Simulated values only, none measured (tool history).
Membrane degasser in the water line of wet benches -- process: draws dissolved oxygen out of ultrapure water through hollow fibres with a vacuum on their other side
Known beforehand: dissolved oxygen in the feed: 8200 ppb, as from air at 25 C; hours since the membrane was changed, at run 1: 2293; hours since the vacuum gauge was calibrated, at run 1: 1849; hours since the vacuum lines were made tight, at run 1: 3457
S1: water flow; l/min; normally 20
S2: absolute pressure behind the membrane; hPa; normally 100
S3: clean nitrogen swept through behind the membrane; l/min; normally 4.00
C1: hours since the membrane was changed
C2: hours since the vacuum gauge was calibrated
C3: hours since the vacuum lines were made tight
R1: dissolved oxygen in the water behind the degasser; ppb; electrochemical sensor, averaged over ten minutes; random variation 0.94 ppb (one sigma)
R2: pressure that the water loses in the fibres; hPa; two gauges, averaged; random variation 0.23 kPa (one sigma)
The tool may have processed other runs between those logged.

run 1 hour=0.0 | S1=20 S2=100 S3=4.00 | C1=2293 C2=1849 C3=3457 | R1=90.0 R2=578.0
run 2 hour=60.8 | S1=20 S2=100 S3=4.00 | C1=2353 C2=1910 C3=3518 | R1=91.7 R2=584.7
run 3 hour=193.9 | S1=20 S2=100 S3=4.00 | C1=2486 C2=2043 C3=3651 | R1=92.1 R2=579.7
run 4 hour=324.5 | S1=20 S2=100 S3=4.00 | C1=2617 C2=2174 C3=3781 | R1=92.6 R2=582.6
run 5 hour=421.0 | S1=20 S2=100 S3=4.00 | C1=2714 C2=2270 C3=3878 | R1=90.9 R2=582.1
run 6 hour=555.2 | S1=16 S2=100 S3=4.00 | C1=2848 C2=2404 C3=4012 | R1=71.7 R2=470.8
run 7 hour=647.5 | S1=26 S2=100 S3=4.00 | C1=2940 C2=2497 C3=4104 | R1=125.6 R2=761.5
run 8 hour=748.6 | S1=26 S2=100 S3=4.00 | C1=3041 C2=2598 C3=4206 | R1=129.4 R2=760.2
run 9 hour=857.0 | S1=26 S2=100 S3=4.00 | C1=3149 C2=2706 C3=4314 | R1=127.1 R2=761.8
run 10 hour=959.2 | S1=26 S2=100 S3=4.00 | C1=3252 C2=2808 C3=4416 | R1=129.6 R2=759.2
run 11 hour=1043.7 | S1=26 S2=100 S3=4.00 | C1=3336 C2=2893 C3=4501 | R1=124.9 R2=759.3
run 12 hour=1182.9 | S1=26 S2=100 S3=7.23 | C1=3475 C2=3032 C3=4640 | R1=82.6 R2=760.0
run 13 hour=1271.1 | S1=19 S2=100 S3=4.00 | C1=3564 C2=3120 C3=4728 | R1=88.0 R2=557.3
run 14 hour=1350.8 | S1=19 S2=100 S3=4.00 | C1=3643 C2=3200 C3=4808 | R1=88.3 R2=558.6
run 15 hour=1412.7 | S1=19 S2=100 S3=4.00 | C1=3705 C2=3262 C3=4870 | R1=88.1 R2=559.0
run 16 hour=1488.8 | S1=19 S2=100 S3=1.91 | C1=3781 C2=3338 C3=4946 | R1=169.5 R2=560.4
run 17 hour=1610.3 | S1=15 S2=148 S3=3.85 | C1=3903 C2=3459 C3=5067 | R1=116.8 R2=440.0
run 18 hour=1670.0 | S1=15 S2=148 S3=3.85 | C1=3963 C2=3519 C3=5127 | R1=116.1 R2=437.6
run 19 hour=1770.6 | S1=15 S2=148 S3=3.85 | C1=4063 C2=3620 C3=5227 | R1=118.2 R2=438.7
run 20 hour=1834.9 | S1=27 S2=148 S3=3.23 | C1=4127 C2=3684 C3=5292 | R1=255.7 R2=792.8
-- hour=1845.5 vacuum gauge calibrated
run 21 hour=1951.3 | S1=21 S2=195 S3=2.18 | C1=4243 C2=106 C3=5408 | R1=379.6 R2=618.6
run 22 hour=2077.4 | S1=21 S2=195 S3=2.18 | C1=4369 C2=232 C3=5534 | R1=374.4 R2=620.0
-- hour=2119.9 vacuum gauge calibrated, once more
run 23 hour=2170.8 | S1=20 S2=85 S3=8.62 | C1=4462 C2=51 C3=5627 | R1=41.4 R2=590.3
run 24 hour=2259.5 | S1=17 S2=100 S3=4.00 | C1=4551 C2=140 C3=5715 | R1=77.0 R2=501.8
run 25 hour=2327.8 | S1=15 S2=100 S3=3.93 | C1=4619 C2=208 C3=5784 | R1=69.1 R2=445.7
run 26 hour=2457.5 | S1=15 S2=100 S3=3.93 | C1=4749 C2=338 C3=5913 | R1=69.5 R2=447.0
run 27 hour=2522.0 | S1=20 S2=67 S3=4.28 | C1=4813 C2=402 C3=5978 | R1=51.5 R2=595.5
run 28 hour=2588.3 | S1=17 S2=86 S3=4.94 | C1=4880 C2=468 C3=6044 | R1=51.8 R2=503.4
run 29 hour=2659.5 | S1=20 S2=65 S3=3.62 | C1=4951 C2=540 C3=6115 | R1=55.0 R2=596.1
run 30 hour=2757.5 | S1=16 S2=67 S3=4.00 | C1=5049 C2=638 C3=6213 | R1=40.4 R2=477.9
run 31 hour=2899.9 | S1=26 S2=155 S3=3.99 | C1=5191 C2=780 C3=6356 | R1=213.4 R2=770.9
run 32 hour=3024.8 | S1=26 S2=155 S3=3.99 | C1=5316 C2=905 C3=6481 | R1=216.6 R2=776.6

What if the next run were any one of these 3? Each begins from the tool's condition after run 32:
-- hour=3069.1 seals of the vacuum lines changed
run A hour=3109.4 | S1=20 S2=235 S3=10.10 | C1=5399 C2=988 C3=40 | R1=? R2=?
-- hour=3069.1 seals of the vacuum lines changed
run B hour=3109.4 | S1=30 S2=153 S3=1.75 | C1=5399 C2=988 C3=40 | R1=? R2=?
-- hour=3069.1 seals of the vacuum lines changed
run C hour=3109.4 | S1=20 S2=68 S3=7.40 | C1=5399 C2=988 C3=40 | R1=? R2=?

run=A R1=110.3 R2=594.5
run=B R1=470.2 R2=897.2
run=C R1=34.9 R2=596.4
Had the tool no hidden state, the same runs would have come out as:
run=A R1=107.4 R2=570.2
run=B R1=462.1 R2=860.6
run=C R1=32.0 R2=572.1
